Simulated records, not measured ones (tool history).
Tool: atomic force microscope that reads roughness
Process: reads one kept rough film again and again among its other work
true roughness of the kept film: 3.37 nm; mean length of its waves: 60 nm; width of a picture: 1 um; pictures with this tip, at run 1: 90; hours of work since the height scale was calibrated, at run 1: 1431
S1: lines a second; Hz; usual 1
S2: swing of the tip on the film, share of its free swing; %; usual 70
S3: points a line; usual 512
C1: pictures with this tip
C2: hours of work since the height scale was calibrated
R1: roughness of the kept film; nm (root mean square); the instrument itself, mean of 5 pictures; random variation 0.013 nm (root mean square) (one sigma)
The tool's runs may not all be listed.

| run | day | S1 | S2 | S3 | C1 | C2 | R1 |
|---|---|---|---|---|---|---|---|
| 1 | 0 | 1 | 70 | 512 | 90 | 1431 | 2.954 |
|  | 0.429 | new tip fitted |
| 2 | 1.862 | 1 | 70 | 512 | 55 | 1453 | 3.021 |
|  | 3.325 | new tip fitted |
| 3 | 4.642 | 1 | 70 | 512 | 51 | 1486 | 3.031 |
|  | 6.1 | new tip fitted |
| 4 | 7.092 | 1 | 70 | 512 | 38 | 1515 | 3.086 |
|  | 8.817 | new tip fitted |
| 5 | 8.979 | 1 | 70 | 432 | 6 | 1537 | 3.139 |
| 6 | 11.075 | 1 | 70 | 432 | 88 | 1562 | 2.951 |
|  | 11.558 | new tip fitted |
| 7 | 13.971 | 1 | 70 | 432 | 94 | 1597 | 2.928 |
|  | 14.379 | new tip fitted |
| 8 | 16.371 | 1 | 70 | 432 | 77 | 1625 | 2.987 |
|  | 17.075 | new tip fitted |
| 9 | 19.521 | 1 | 75 | 512 | 95 | 1663 | 2.921 |
|  | 19.979 | new tip fitted |
| 10 | 22.529 | 1 | 75 | 512 | 99 | 1698 | 2.9 |
|  | 22.85 | new tip fitted |
| 11 | 24.571 | 1 | 75 | 512 | 67 | 1722 | 2.941 |
|  | 25.738 | new tip fitted |
| 12 | 27.742 | 1 | 75 | 512 | 78 | 1760 | 2.942 |
|  | 28.483 | new tip fitted |
| 13 | 30.892 | 1 | 70 | 512 | 94 | 1797 | 2.923 |
|  | 31.292 | new tip fitted |
| 14 | 33.483 | 1 | 70 | 512 | 85 | 1828 | 2.952 |
|  | 34.129 | new tip fitted |
| 15 | 34.95 | 1 | 70 | 512 | 32 | 1845 | 3.081 |
|  | 37.075 | new tip fitted |
| 16 | 37.467 | 1.53 | 63 | 315 | 16 | 1875 | 3.092 |
| 17 | 39.288 | 1.53 | 63 | 315 | 86 | 1897 | 2.942 |
|  | 39.9 | new tip fitted |
|  | 42.679 | new tip fitted |
| 18 | 42.679 | 1.53 | 63 | 315 | 0 | 1937 | 3.17 |
|  | 45.596 | new tip fitted |
| 19 | 45.958 | 0.93 | 62 | 854 | 14 | 1976 | 3.202 |
| 20 | 47.45 | 2.25 | 76 | 892 | 72 | 1994 | 2.783 |

Run 21 comes next. What will it give?
|  | 48.488 | new tip fitted |
| 21 | 50.85 | 2.25 | 76 | 892 | 92 | 2034 | ? |

R1: 2.695 nm (root mean square)
Without the tool's hidden state the same run would have given R1 2.861 nm (root mean square).
